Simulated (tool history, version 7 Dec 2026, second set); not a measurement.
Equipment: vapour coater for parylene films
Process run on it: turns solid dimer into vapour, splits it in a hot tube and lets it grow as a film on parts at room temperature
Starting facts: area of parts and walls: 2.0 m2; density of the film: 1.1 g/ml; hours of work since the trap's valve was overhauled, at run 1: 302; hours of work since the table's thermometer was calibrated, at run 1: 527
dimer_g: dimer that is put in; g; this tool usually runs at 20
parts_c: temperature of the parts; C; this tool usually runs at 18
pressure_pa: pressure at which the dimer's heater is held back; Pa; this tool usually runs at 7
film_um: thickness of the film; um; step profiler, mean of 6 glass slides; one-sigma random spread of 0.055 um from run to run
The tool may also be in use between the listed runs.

run   hour  dimer_g  parts_c  pressure_pa  hours of work since the trap's valve was overhauled  hours of work since the table's thermometer was calibrated  film_um
  1      0       20       18            7                                                  302                                                         527     5.99
  2   14.4       20       18            7                                                  313                                                         538     5.92
  3   40.7       20       18            7                                                  333                                                         558     5.88
  4   53.8       20       18            7                                                  343                                                         568     5.82
  5   76.7       20       15            7                                                  360                                                         585      6.5
  6   90.8       16       18            7                                                  371                                                         596     4.68
  7  117.1       16       18            7                                                  391                                                         616     4.65
  8  138.7       15       18            7                                                  408                                                         633     4.39
  9  154.1       15       18            7                                                  420                                                         644     4.32
 10  182.7       15       18            7                                                  441                                                         666     4.35
 11  209.6       20       18         6.14                                                  462                                                         687     5.97
 12  223.4       20       15            7                                                  472                                                         697     6.43
 13  236.3       20       18            7                                                  482                                                         707     5.62
 14  250.4       20       17            7                                                  493                                                         718     5.87
 15    265       20       17            7                                                  504                                                         729     5.85
 16    288       20       17            7                                                  522                                                         747     5.77
 17  302.1       20       17         2.46                                                  532                                                         757     7.32
 18  323.8       20       18         6.95                                                  549                                                         774     5.67
 19  337.7       17       18            7                                                  559                                                         784     4.75
 20  356.7       17       18            7                                                  574                                                         799     4.72
 21  373.2       17       18            7                                                  587                                                         812     4.69
 22  385.9       32       18            7                                                  596                                                         821     8.68
 23  412.1       32       18            7                                                  616                                                         841     8.78
 24  435.5       32       18            7                                                  634                                                         859      8.7
     466.6  -- trap's valve overhauled
 25  467.7       32       17         4.89                                                    1                                                         880     9.19
 26  488.9       23       17         8.55                                                   17                                                         897     5.91
 27  506.4       20       18         4.76                                                   30                                                         910     5.57
     527.1  -- trap's valve overhauled, once more
 28  537.8       20       16            7                                                    8                                                         931     6.75
 29  554.6       23       23         3.45                                                   21                                                         944      6.9
 30  575.8       18       21         7.19                                                   37                                                         960     4.91
 31  592.1       13       16         2.89                                                   50                                                         972     5.28
 32  604.6       13       16         2.89                                                   59                                                         982     5.28
 33  622.9       13       16         2.89                                                   73                                                         996     5.21
 34  652.3       10       18         7.12                                                   95                                                        1018     3.03
 35  677.7       11       18         2.86                                                  115                                                        1038     4.01
 36  693.9       11       18         2.86                                                  127                                                        1050     4.05
 37  709.6       11       18         2.86                                                  139                                                        1062     4.05
 38  726.1       11       11          2.2                                                  152                                                        1075     4.73
 39    740       26       12            7                                                  162                                                        1085      9.9
 40  767.5        9       12         7.21                                                  183                                                        1106     3.42
 41  785.5        9       12         5.24                                                  197                                                        1120     3.55
 42  808.5       11       18            7                                                  215                                                        1137     3.27
 43  831.1       28       22         5.69                                                  232                                                        1155     7.47
 44  855.1        8       17         7.44                                                  250                                                        1173     2.44
 45    875       20       11         5.11                                                  265                                                        1188     8.28
 46    903       35       18            7                                                  287                                                        1209    10.38
 47  924.7       11       16         4.36                                                  303                                                        1226     3.79

3 options for the next run, each taken on its own from the tool as it stands now. Forecast them:
  A  937.9       22       12         6.05                                                  313                                                        1236        ?
  B  937.9        9       16         2.11                                                  313                                                        1236        ?
  C  937.9       20       12            7                                                  313                                                        1236        ?

run  film_um
  A     8.11
  B     3.61
  C     7.34
With no hidden state in the tool, these same runs would have given:
run  film_um
  A     8.94
  B     3.96
  C     8.08

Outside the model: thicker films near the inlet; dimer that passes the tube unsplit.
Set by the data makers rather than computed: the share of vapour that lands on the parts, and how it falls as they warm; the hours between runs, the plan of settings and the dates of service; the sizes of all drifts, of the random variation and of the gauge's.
